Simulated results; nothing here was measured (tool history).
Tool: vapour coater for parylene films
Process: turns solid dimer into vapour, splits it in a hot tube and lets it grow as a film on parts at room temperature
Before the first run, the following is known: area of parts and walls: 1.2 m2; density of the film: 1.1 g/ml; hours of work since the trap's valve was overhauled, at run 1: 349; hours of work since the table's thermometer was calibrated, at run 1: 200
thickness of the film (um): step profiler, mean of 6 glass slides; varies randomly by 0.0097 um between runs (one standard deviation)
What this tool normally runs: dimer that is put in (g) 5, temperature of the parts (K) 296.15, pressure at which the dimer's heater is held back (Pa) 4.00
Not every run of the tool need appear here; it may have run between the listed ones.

run	hour	dimer that is put in (g)	temperature of the parts (K)	pressure at which the dimer's heater is held back (Pa)	hours of work since the trap's valve was overhauled	hours of work since the table's thermometer was calibrated	thickness of the film (um)
1	0.0	5	296.15	4.00	349	200	2.566
2	20.7	5	296.15	4.00	358	209	2.573
3	40.9	3	296.15	4.00	367	218	1.533
4	60.8	3	296.15	4.00	376	227	1.551
5	83.7	3	296.15	4.00	386	237	1.542
6	97.2	3	296.15	4.00	392	243	1.553
7	110.0	6	296.15	6.93	397	249	2.840
8	124.5	6	296.15	6.93	404	255	2.840
9	145.4	5	301.15	3.33	413	264	2.254
10	159.5	4	296.15	5.20	419	271	1.987
11	172.6	9	308.15	3.63	425	276	3.247

Predict the results of run 12:
12	195.3	5	296.15	7.53	435	286	?

Run 12 measured thickness of the film (um) 2.328.
Minus the tool's unlogged condition, the same run would have read thickness of the film (um) 2.333.

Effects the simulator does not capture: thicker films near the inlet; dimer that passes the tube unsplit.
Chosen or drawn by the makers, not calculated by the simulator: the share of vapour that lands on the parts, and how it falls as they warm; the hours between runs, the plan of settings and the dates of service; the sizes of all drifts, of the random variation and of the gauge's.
